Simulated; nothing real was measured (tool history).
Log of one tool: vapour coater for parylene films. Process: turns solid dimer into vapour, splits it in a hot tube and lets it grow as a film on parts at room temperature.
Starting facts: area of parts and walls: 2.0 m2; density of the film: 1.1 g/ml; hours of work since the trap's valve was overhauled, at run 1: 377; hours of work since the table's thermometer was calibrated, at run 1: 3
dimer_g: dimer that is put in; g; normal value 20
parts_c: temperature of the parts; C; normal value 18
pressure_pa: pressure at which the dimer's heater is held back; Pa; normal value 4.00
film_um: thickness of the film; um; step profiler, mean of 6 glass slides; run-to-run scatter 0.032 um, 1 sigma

run,hour,dimer_g,parts_c,pressure_pa,hours of work since the trap's valve was overhauled,hours of work since the table's thermometer was calibrated,film_um
1,0.0,20,18,4.00,377,3,4.67
2,26.4,20,18,4.00,396,22,4.75
3,45.6,20,18,4.00,410,36,4.66
4,74.3,10,18,4.00,431,57,2.37
5,109.6,10,18,4.00,456,82,2.38
6,127.2,10,18,4.00,469,95,2.33
7,159.7,20,18,4.00,493,119,4.73
8,185.7,20,18,4.00,511,137,4.72
9,216.2,20,18,4.00,534,160,4.67
10,249.1,20,15,4.00,557,183,5.21
11,266.8,13,15,4.00,570,196,3.38
12,301.7,20,18,11.97,595,221,4.19
# hour 319.7: trap's valve overhauled
13,323.3,21,18,4.00,3,234,4.96
14,344.9,17,18,4.00,18,250,4.06
15,361.9,20,26,8.38,31,262,3.39
16,381.7,20,26,8.38,45,276,3.33
17,414.6,20,26,8.38,69,300,3.33
18,433.2,14,12,4.21,82,314,3.97
19,466.0,20,11,3.48,106,337,6.06
20,483.7,20,11,3.48,119,350,6.01
21,498.5,20,11,3.48,129,361,6.10
22,523.9,20,11,3.48,148,379,5.99
23,548.9,21,13,10.62,166,397,5.31
24,563.9,21,13,10.62,177,408,5.22
25,587.1,14,21,11.80,194,425,2.66
26,616.6,20,18,4.65,215,446,4.63
27,645.2,20,18,4.65,236,467,4.69

5 ways to go on from here, each from the tool as it stands after run 27. What would each give?
A,667.6,23,25,2.43,252,483,?
B,667.6,20,12,6.73,252,483,?
C,667.6,29,19,4.00,252,483,?
D,667.6,36,29,4.00,252,483,?
E,667.6,22,21,4.00,252,483,?

run,film_um
A,4.62
B,5.40
C,6.64
D,5.95
E,4.70
Without the tool's unlogged condition, the same runs would have read:
run,film_um
A,4.62
B,5.40
C,6.65
D,5.96
E,4.71
